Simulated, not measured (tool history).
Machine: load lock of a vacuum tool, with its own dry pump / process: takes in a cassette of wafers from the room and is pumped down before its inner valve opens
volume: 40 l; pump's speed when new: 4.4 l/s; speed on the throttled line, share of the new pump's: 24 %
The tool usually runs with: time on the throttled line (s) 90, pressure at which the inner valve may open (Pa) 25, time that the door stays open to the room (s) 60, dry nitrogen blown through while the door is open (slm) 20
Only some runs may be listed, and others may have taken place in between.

run	day	time on the throttled line (s)	pressure at which the inner valve may open (Pa)	time that the door stays open to the room (s)	dry nitrogen blown through while the door is open (slm)	incoming humidity of the room's air, %	time from the closed door until the inner valve may open (s)	rise of the pressure with all valves shut (Pa/min)
1	0	90	25	60	20	44.3	147.4	0.401
2	17.092	90	25	60	20	48.1	146.9	0.446
3	32.992	90	32	60	20	47	145.1	0.495
# day 38.383: door's seal changed, seat wiped
4	45.312	61	32	60	20	45.1	123.5	0.032
5	61.338	61	32	60	20	44.1	123.7	0.044
6	71.592	61	32	60	20	43.7	124.4	0.055
7	81.892	61	32	60	20	43.9	124	0.059
8	92.867	90	25	60	20	43	148.6	0.074
9	106.079	90	25	60	20	43.8	148.3	0.088
10	115.912	90	27	60	8	45.2	147.6	0.109
11	125.812	52	44	60	8	44	115	0.124
12	134.504	58	25	102	43	49	124.6	0.127
13	151.654	168	48	176	13	47.6	199.3	0.172
14	162.325	141	48	176	7	41.8	179.3	0.198
15	170.562	90	27	59	20	45.7	148.3	0.192
16	181.183	90	27	59	20	43.1	148.4	0.21
17	198.117	90	43	60	20	46	143.8	0.252

How would selected steps in time from the closed door until the inner valve may open (s) from run to run divide? Give the signed amount a tool lacking its hidden state would still show from settings, what came in and random variation, and the signed amount left for the hidden state, including any gauge scatter that is not in both of the compared results.
Hidden state at play: pump's speed, % of a new pump's; leak at the door's seal, Pa l/s; drift of the gauge itself on ready_s, %; drift of the gauge itself on rise_pa_min, %.
Run 12 -> 13: time on the throttled line (s) 58 -> 168, pressure at which the inner valve may open (Pa) 25 -> 48, time that the door stays open to the room (s) 102 -> 176, dry nitrogen blown through while the door is open (slm) 43 -> 13. time from the closed door until the inner valve may open (s) +74.7: hidden state -2.8, all else +77.5.
